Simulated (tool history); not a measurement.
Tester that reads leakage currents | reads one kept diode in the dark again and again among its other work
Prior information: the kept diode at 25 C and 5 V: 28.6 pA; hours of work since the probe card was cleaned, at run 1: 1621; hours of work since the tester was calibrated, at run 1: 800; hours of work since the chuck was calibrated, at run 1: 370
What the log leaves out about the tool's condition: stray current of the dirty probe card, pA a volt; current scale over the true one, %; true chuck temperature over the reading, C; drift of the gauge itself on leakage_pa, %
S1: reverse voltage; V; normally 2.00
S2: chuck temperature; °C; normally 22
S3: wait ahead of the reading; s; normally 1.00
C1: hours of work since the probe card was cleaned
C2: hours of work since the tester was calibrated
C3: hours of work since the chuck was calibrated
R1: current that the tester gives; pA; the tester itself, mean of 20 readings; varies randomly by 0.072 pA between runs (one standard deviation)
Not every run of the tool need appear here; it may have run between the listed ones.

run	hour	S1	S2	S3	C1	C2	C3	R1
1	0.0	2.00	22	1.00	1621	800	370	18.78
2	73.7	2.00	41	1.00	1679	858	428	63.94
3	123.3	2.00	22	1.00	1718	897	467	18.92
4	223.0	2.00	22	1.00	1797	976	546	18.73
5	329.8	19.22	22	1.00	1881	1060	630	63.99
6	408.2	19.22	22	1.00	1943	1122	692	64.55
7	471.9	19.22	42	1.00	1994	1172	743	171.55
# hour 481.6: chuck's temperature calibrated
8	569.3	19.22	42	1.00	2069	1248	69	180.84
9	618.3	9.55	51	3.11	2108	1286	108	222.33
10	714.2	9.55	24	1.78	2183	1362	184	48.18
11	778.7	2.00	59	1.00	2234	1413	235	197.13

Below, some changes in R1 between adjacent runs. For each, the amount present without the hidden state too (settings, incoming material, random variation) and the amount remaining for the hidden state with gauge scatter not shared by both compared results:
Run 4 -> 5: S1 2.00 -> 19.22. R1 +45.26 pA: hidden state +19.99, all else +25.27.
Run 9 -> 10: S2 51 -> 24, S3 3.11 -> 1.78. R1 -174.15 pA: hidden state -0.22, all else -173.93.
